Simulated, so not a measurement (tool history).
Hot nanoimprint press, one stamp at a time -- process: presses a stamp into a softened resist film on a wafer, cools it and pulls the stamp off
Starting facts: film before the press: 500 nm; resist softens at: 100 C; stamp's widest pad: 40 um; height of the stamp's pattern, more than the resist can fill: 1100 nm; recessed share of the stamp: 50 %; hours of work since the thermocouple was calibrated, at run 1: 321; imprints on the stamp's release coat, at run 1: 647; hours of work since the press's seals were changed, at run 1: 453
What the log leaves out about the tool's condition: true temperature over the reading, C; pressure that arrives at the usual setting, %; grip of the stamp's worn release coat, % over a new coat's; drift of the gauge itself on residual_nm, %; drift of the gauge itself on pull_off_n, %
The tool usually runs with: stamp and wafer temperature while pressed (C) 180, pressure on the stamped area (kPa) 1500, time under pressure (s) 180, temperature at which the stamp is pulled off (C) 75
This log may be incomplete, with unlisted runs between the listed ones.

run	hour	stamp and wafer temperature while pressed (C)	pressure on the stamped area (kPa)	time under pressure (s)	temperature at which the stamp is pulled off (C)	hours of work since the thermocouple was calibrated	imprints on the stamp's release coat	hours of work since the press's seals were changed	resist left under the stamp's widest pad (Å)	greatest force while the stamp is pulled off (N)
1	0.0	180	1500	180	75	321	647	453	2609	164
# hour 5.7: plate thermocouple calibrated
2	26.6	180	1500	180	75	12	715	466	2627	166
3	45.0	180	1500	180	75	22	767	477	2650	168
4	75.8	183	1500	180	75	39	856	494	2343	168
# hour 84.3: stamp cleaned and given a new release coat
5	115.8	183	1500	180	75	58	90	513	2366	158
6	156.9	180	1500	180	75	81	209	536	2631	158
7	177.2	180	1500	180	75	93	267	547	2636	159
8	209.6	180	1500	180	75	111	360	565	2674	161
# hour 238.8: plate thermocouple calibrated, once more
9	249.3	180	1400	180	75	6	466	586	2598	162
10	278.9	180	1400	180	75	22	551	603	2605	163
11	316.2	180	1500	180	75	43	658	623	2559	162
12	358.1	180	1500	180	75	67	778	647	2555	165
# hour 392.8: stamp cleaned and given a new release coat
13	392.8	180	1500	180	75	83	0	663	2598	155
14	427.0	180	1500	180	75	102	98	682	2566	157
15	458.1	180	1500	180	75	119	187	699	2565	159
16	481.2	180	1500	180	75	132	254	712	2593	157
17	500.1	173	1500	180	75	143	308	723	3267	158
18	543.6	180	1530	125	80	167	433	747	2929	153
19	581.3	180	1530	125	80	188	541	768	2948	155
20	620.7	191	1120	104	75	210	655	790	2431	165
21	647.0	191	1120	104	75	225	730	805	2447	164
22	684.8	191	1120	104	75	246	839	826	2429	166
# hour 698.2: stamp cleaned and given a new release coat
23	733.0	191	1120	104	75	270	100	850	2460	156
24	755.2	191	1120	104	75	282	164	862	2474	158
25	798.9	191	1120	104	75	307	289	887	2480	163
# hour 829.9: plate thermocouple calibrated
26	840.1	173	990	180	75	6	399	908	3666	159
27	869.6	180	950	180	75	22	484	925	3014	162
28	889.9	180	950	180	75	34	542	936	3031	160

Predict the results of run 29:
29	930.5	180	1910	131	73	56	659	959	?	?

resist left under the stamp's widest pad (Å): 2702
greatest force while the stamp is pulled off (N): 167
Were there no unlogged condition in the tool, this run, its random variation unchanged, would have produced resist left under the stamp's widest pad (Å) 2545, greatest force while the stamp is pulled off (N) 155.

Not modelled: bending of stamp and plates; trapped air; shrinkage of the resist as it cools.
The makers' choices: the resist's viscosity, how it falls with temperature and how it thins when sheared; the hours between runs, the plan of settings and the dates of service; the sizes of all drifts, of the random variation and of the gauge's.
